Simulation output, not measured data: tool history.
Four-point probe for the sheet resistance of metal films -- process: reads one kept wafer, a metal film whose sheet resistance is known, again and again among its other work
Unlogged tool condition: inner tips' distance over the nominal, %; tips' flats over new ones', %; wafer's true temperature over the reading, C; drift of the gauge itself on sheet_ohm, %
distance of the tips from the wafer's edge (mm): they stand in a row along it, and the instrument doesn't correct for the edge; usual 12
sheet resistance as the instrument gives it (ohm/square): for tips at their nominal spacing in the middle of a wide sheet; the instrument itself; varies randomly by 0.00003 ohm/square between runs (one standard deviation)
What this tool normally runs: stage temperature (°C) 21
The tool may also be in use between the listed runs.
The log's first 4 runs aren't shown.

run,hour,stage temperature (°C),distance of the tips from the wafer's edge (mm),touches since the probe head was changed,hours of work since the stage's thermometer was calibrated,sheet resistance as the instrument gives it (ohm/square)
5,126.2,21,12,93121,1500,0.146331
6,164.1,21,22,95556,1529,0.146244
7,202.7,21,22,98032,1559,0.146156
8,251.9,21,12,101195,1597,0.146217
9,282.5,23,12,103160,1621,0.146388
10,323.8,25,12,105813,1653,0.146509
11,345.9,25,12,107231,1670,0.146535
12,380.1,21,37,109430,1697,0.146001
13,416.1,21,37,111741,1724,0.145938
14,444.5,21,7,113568,1746,0.146334
# hour 491.4: new probe head fitted
15,491.4,21,7,0,1782,0.148028
16,516.8,21,7,1636,1802,0.14808
17,555.1,21,7,4095,1832,0.147965
18,602.8,21,42,7157,1869,0.147575
19,650.9,21,42,10249,1906,0.147515
20,685.5,27,12,12472,1933,0.148137
21,716.7,27,12,14475,1957,0.148072
22,755.3,21,12,16953,1987,0.147473
23,787.2,21,12,19008,2012,0.147454
24,822.2,21,12,21256,2039,0.147459
25,847.5,23,62,22880,2058,0.147412
26,882.8,23,60,25145,2086,0.147378
27,913,23,60,27087,2109,0.147363
28,961,26,10,30170,2146,0.147819
29,1002.8,26,10,32858,2179,0.147752

Estimate the outcome of run 30 from the log above:
30,1037.1,21,24,35064,2206,?

Run 30 came out at sheet resistance as the instrument gives it (ohm/square) 0.147071.
If the tool had no hidden condition, the same run with the same run-to-run variation would have returned sheet resistance as the instrument gives it (ohm/square) 0.14813.
